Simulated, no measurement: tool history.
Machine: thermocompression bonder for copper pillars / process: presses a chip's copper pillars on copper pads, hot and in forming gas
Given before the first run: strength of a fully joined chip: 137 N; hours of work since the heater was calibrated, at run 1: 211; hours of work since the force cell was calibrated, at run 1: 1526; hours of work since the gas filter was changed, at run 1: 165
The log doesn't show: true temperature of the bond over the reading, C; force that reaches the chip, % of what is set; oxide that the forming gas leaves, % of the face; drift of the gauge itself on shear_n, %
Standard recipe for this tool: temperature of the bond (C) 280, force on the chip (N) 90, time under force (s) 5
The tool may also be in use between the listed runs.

run,hour,temperature of the bond (C),force on the chip (N),time under force (s),hours of work since the heater was calibrated,hours of work since the force cell was calibrated,hours of work since the gas filter was changed,force that shears a chip off (N)
1,0,280,90,5,211,1526,165,49.9
2,68.2,280,90,5,246,1560,199,49.1
3,144,280,90,5,283,1598,237,48.9
# hour 219.8: forming gas filter changed
4,219.8,280,90,5,321,1635,0,52.6
5,262.6,280,90,5,342,1657,21,52.3
6,336.7,280,90,5,379,1694,58,51.1
7,372.6,280,90,5,397,1712,76,50.8
8,423.3,280,90,10,423,1737,102,64.2
9,465.1,280,90,5,444,1758,122,48.2
10,524.7,280,90,5,473,1787,152,48.4
11,575.9,280,90,5,499,1813,178,47.1
12,627.7,280,90,5,525,1839,204,46.3
13,688.5,280,90,5,555,1869,234,46.3
14,726.9,280,90,5,574,1888,253,46
# hour 770.8: forming gas filter changed
15,791,280,90,5,606,1920,10,49.9
16,825.2,259,90,5,623,1937,27,36.3

Forecast run 17:
17,885.5,301,74,5,653,1967,57,?

force that shears a chip off (N): 50.8
Without the tool's hidden state the same run would have given force that shears a chip off (N) 60.
